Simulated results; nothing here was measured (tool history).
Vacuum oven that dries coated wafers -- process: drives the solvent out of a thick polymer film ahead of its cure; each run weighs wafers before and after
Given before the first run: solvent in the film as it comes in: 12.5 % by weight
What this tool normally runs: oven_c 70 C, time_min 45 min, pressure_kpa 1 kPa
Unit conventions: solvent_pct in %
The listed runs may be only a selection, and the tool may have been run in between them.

Run 1, hour 0: usual settings. Result: solvent_pct 1.56 %.
Run 2, hour 43.4: usual settings. Result: solvent_pct 1.58 %.
Run 3, hour 62.1: usual settings. Result: solvent_pct 1.59 %.
Run 4, hour 101.1: usual settings. Result: solvent_pct 1.53 %.
Run 5, hour 125.8: usual settings but pressure_kpa 2.97 kPa. Result: solvent_pct 3.1 %.
Run 6, hour 169.5: usual settings but pressure_kpa 2.97 kPa. Result: solvent_pct 3.09 %.
Run 7, hour 203.6: usual settings but pressure_kpa 2.97 kPa. Result: solvent_pct 3.07 %.
Run 8, hour 244.8: usual settings but oven_c 65 C. Result: solvent_pct 2.45 %.
Run 9, hour 266.3: usual settings but oven_c 65 C. Result: solvent_pct 2.47 %.
Run 10, hour 293.2: usual settings but oven_c 65 C. Result: solvent_pct 2.29 %.
Run 11, hour 335.3: usual settings but oven_c 65 C. Result: solvent_pct 2.4 %.
At hour 356.8: oven's thermocouples calibrated.
Run 12, hour 356.8: usual settings but oven_c 65 C. Result: solvent_pct 2.01 %.
Run 13, hour 397.3: usual settings but oven_c 65 C. Result: solvent_pct 1.96 %.
Run 14, hour 434.8: usual settings but oven_c 65 C. Result: solvent_pct 2.02 %.
Run 15, hour 474.1: usual settings but oven_c 65 C. Result: solvent_pct 1.96 %.
Run 16, hour 494.5: usual settings but oven_c 65 C. Result: solvent_pct 1.95 %.
Run 17, hour 520.9: usual settings. Result: solvent_pct 1.34 %.
Run 18, hour 548.6: usual settings but pressure_kpa 1.32 kPa. Result: solvent_pct 1.6 %.
Run 19, hour 594.5: usual settings but oven_c 58 C, pressure_kpa 1.32 kPa. Result: solvent_pct 3.88 %.
Run 20, hour 627.7: usual settings but oven_c 56 C, pressure_kpa 1.32 kPa. Result: solvent_pct 4.32 %.
Run 21, hour 662.2: usual settings but oven_c 56 C, pressure_kpa 1.32 kPa. Result: solvent_pct 4.32 %.
Run 22, hour 705.9: usual settings. Result: solvent_pct 1.43 %.
Run 23, hour 727.5: usual settings. Result: solvent_pct 1.4 %.
Run 24, hour 773: usual settings but oven_c 67 C. Result: solvent_pct 1.89 %.
Run 25, hour 814.3: usual settings but time_min 49 min, pressure_kpa 3.64 kPa. Result: solvent_pct 3.14 %.
Run 26, hour 842.4: usual settings but oven_c 59 C, time_min 25 min. Result: solvent_pct 5.14 %.
Run 27, hour 881.4: usual settings but oven_c 61 C, time_min 36 min. Result: solvent_pct 3.62 %.
Run 28, hour 907.7: usual settings but oven_c 66 C, time_min 36 min. Result: solvent_pct 2.46 %.
Run 29, hour 937.1: usual settings but oven_c 72 C, pressure_kpa 1.63 kPa. Result: solvent_pct 1.79 %.
Run 30, hour 966.7: usual settings but oven_c 82 C, time_min 26 min, pressure_kpa 2.61 kPa. Result: solvent_pct 1.67 %.
Run 31, hour 987.8: usual settings but oven_c 63 C. Result: solvent_pct 2.5 %.
Run 32, hour 1033: usual settings but oven_c 63 C. Result: solvent_pct 2.62 %.
Run 33, hour 1074.3: usual settings but oven_c 63 C. Result: solvent_pct 2.65 %.
Run 34, hour 1109.9: usual settings but pressure_kpa 2.37 kPa. Result: solvent_pct 2.46 %.
Run 35, hour 1141.5: usual settings but pressure_kpa 2.37 kPa. Result: solvent_pct 2.55 %.
Run 36, hour 1161.1: usual settings but oven_c 77 C, time_min 36 min, pressure_kpa 1.2 kPa. Result: solvent_pct 1.21 %.
Run 37, hour 1187: usual settings but oven_c 77 C, time_min 36 min, pressure_kpa 1.2 kPa. Result: solvent_pct 1.2 %.
Run 38, hour 1232.1: usual settings but oven_c 64 C, time_min 46 min, pressure_kpa 1.2 kPa. Result: solvent_pct 2.66 %.
Run 39, hour 1271.3: usual settings but oven_c 59 C, time_min 46 min, pressure_kpa 1.11 kPa. Result: solvent_pct 3.69 %.
Run 40, hour 1293.5: usual settings but oven_c 59 C, time_min 47 min, pressure_kpa 1.28 kPa. Result: solvent_pct 3.78 %.
Run 41, hour 1323.1: usual settings but pressure_kpa 2.1 kPa. Result: solvent_pct 2.38 %.
Run 42, hour 1350.5: usual settings but pressure_kpa 0.55 kPa. Result: solvent_pct 1.31 %.
Run 43, hour 1373.2: usual settings but oven_c 59 C. Result: solvent_pct 3.6 %.
Run 44, hour 1397.6: usual settings but oven_c 77 C, time_min 39 min, pressure_kpa 1.86 kPa. Result: solvent_pct 1.53 %.
Run 45, hour 1430.7: usual settings but oven_c 59 C, time_min 31 min, pressure_kpa 1.31 kPa. Result: solvent_pct 5.04 %.
Run 46, hour 1471.1: usual settings but time_min 39 min, pressure_kpa 1.31 kPa. Result: solvent_pct 2.06 %.
Run 47, hour 1494.1: usual settings but oven_c 84 C, time_min 49 min, pressure_kpa 3.2 kPa. Result: solvent_pct 1.61 %.

Predict each of these 3 candidate next runs independently; none follows another, all start after run 47:
Run A, hour 1529.4: usual settings but oven_c 78 C, pressure_kpa 1.64 kPa. Result: solvent_pct ?.
Run B, hour 1529.4: usual settings but time_min 24 min. Result: solvent_pct ?.
Run C, hour 1529.4: usual settings but oven_c 80 C, time_min 36 min, pressure_kpa 3.58 kPa. Result: solvent_pct ?.

run  solvent_pct
  A         1.37
  B         3.01
  C         2.33
Without the tool's hidden state the same runs would have given:
run  solvent_pct
  A          0.9
  B         2.22
  C         1.82

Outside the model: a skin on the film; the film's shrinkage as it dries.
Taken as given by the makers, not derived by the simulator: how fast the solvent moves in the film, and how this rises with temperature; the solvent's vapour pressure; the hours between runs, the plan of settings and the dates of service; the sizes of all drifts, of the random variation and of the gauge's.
